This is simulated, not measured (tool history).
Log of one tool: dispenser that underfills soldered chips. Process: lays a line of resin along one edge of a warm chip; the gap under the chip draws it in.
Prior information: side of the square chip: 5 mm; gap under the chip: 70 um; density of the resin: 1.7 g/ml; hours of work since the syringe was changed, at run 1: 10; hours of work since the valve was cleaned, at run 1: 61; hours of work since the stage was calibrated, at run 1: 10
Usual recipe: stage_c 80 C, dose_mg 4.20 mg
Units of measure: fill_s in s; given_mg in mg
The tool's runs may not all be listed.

run   hour  stage_c  dose_mg  hours of work since the syringe was changed  hours of work since the valve was cleaned  hours of work since the stage was calibrated  fill_s  given_mg
  1    0.0       80     4.20                                           10                                         61                                            10    49.4      4.11
       1.9  -- new syringe of resin
  2    4.3       80     4.20                                            2                                         64                                            13    25.2      4.11
  3    8.5       80     4.20                                            5                                         68                                            16    33.3      4.09
  4   13.1       89     4.20                                            9                                         71                                            20    31.9      4.13
      16.3  -- new syringe of resin
  5   18.4       73     4.20                                            2                                         75                                            24    33.8      4.06
  6   22.1       80     4.16                                            5                                         78                                            27    31.3      4.02
  7   26.0       80     4.16                                            8                                         81                                            30    41.3      4.02
      31.0  -- new syringe of resin
  8   31.4       70     4.16                                            0                                         85                                            34    34.6      4.00
  9   35.0       70     4.16                                            3                                         88                                            37    43.1      3.99
      39.8  -- dispensing valve cleaned and set on the balance
 10   41.4       90     4.20                                            7                                          1                                            41    26.7      4.17
      46.4  -- new syringe of resin
 11   47.8       90     4.20                                            1                                          6                                            46    15.3      4.19
 12   50.4       76     4.20                                            3                                          8                                            48    33.3      4.19
 13   56.0       80     4.20                                            8                                         13                                            52    40.4      4.20
      60.7  -- new syringe of resin
 14   62.1       80     4.20                                            1                                         17                                            57    23.8      4.16
 15   67.9       80     4.20                                            6                                         22                                            61    34.2      4.16
 16   72.6       80     4.33                                            9                                         25                                            65    46.2      4.29
      75.2  -- new syringe of resin
 17   78.9       80     4.20                                            3                                         30                                            70    28.5      4.14
 18   83.1       80     4.20                                            6                                         33                                            73    37.0      4.13
 19   88.5       92     4.20                                           10                                         38                                            77    32.8      4.14
      89.9  -- new syringe of resin
 20   91.7       78     4.20                                            1                                         40                                            79    26.4      4.14
 21   97.7       78     5.28                                            6                                         45                                            84    38.4      5.18
 22  101.6       78     5.28                                            9                                         48                                            87    49.7      5.13
     104.2  -- new syringe of resin
 23  107.5       78     5.28                                            3                                         52                                            92    28.3      5.16
 24  113.5       78     5.28                                            7                                         57                                            96    42.9      5.15
     118.6  -- new syringe of resin
 25  119.5       80     5.43                                            1                                         61                                           101    22.0      5.26
 26  122.5       75     4.20                                            3                                         64                                           103    34.3      4.04
 27  128.0       73     4.20                                            7                                         68                                           107    54.6      4.05
     132.9  -- new syringe of resin
 28  133.3       70     4.20                                            0                                         72                                           111    33.5      4.06
 29  135.8       70     4.20                                            2                                         74                                           113    40.8      4.10
 30  141.1       79     3.68                                            6                                         78                                           117    41.5      3.56
 31  145.4       67     4.20                                           10                                         81                                           121    86.3      4.02
     147.3  -- new syringe of resin
 32  151.8       67     4.20                                            4                                         86                                           126    53.6      4.02
     158.7  -- dispensing valve cleaned and set on the balance
 33  158.7       76     5.05                                            8                                          0                                           130    50.3      5.06
     162.7  -- new syringe of resin
 34  165.2       88     4.50                                            2                                          5                                           135    17.9      4.47
 35  170.1       93     5.03                                            6                                          9                                           139    20.9      4.98
 36  173.6       84     5.31                                            9                                         11                                           142    37.8      5.27

What if the next run were any one of these 3? Each begins from the tool's condition after run 36:
     177.0  -- new syringe of resin
  A  177.6       83     4.83                                            0                                         14                                           145       ?         ?
     177.0  -- new syringe of resin
  B  177.6       90     4.11                                            0                                         14                                           145       ?         ?
     177.0  -- new syringe of resin
  C  177.6       84     4.57                                            0                                         14                                           145       ?         ?

run  fill_s  given_mg
  A    20.1      4.79
  B    15.0      4.05
  C    19.1      4.55
With no hidden state in the tool, these same runs would have given:
run  fill_s  given_mg
  A    19.2      4.83
  B    14.3      4.09
  C    18.2      4.59
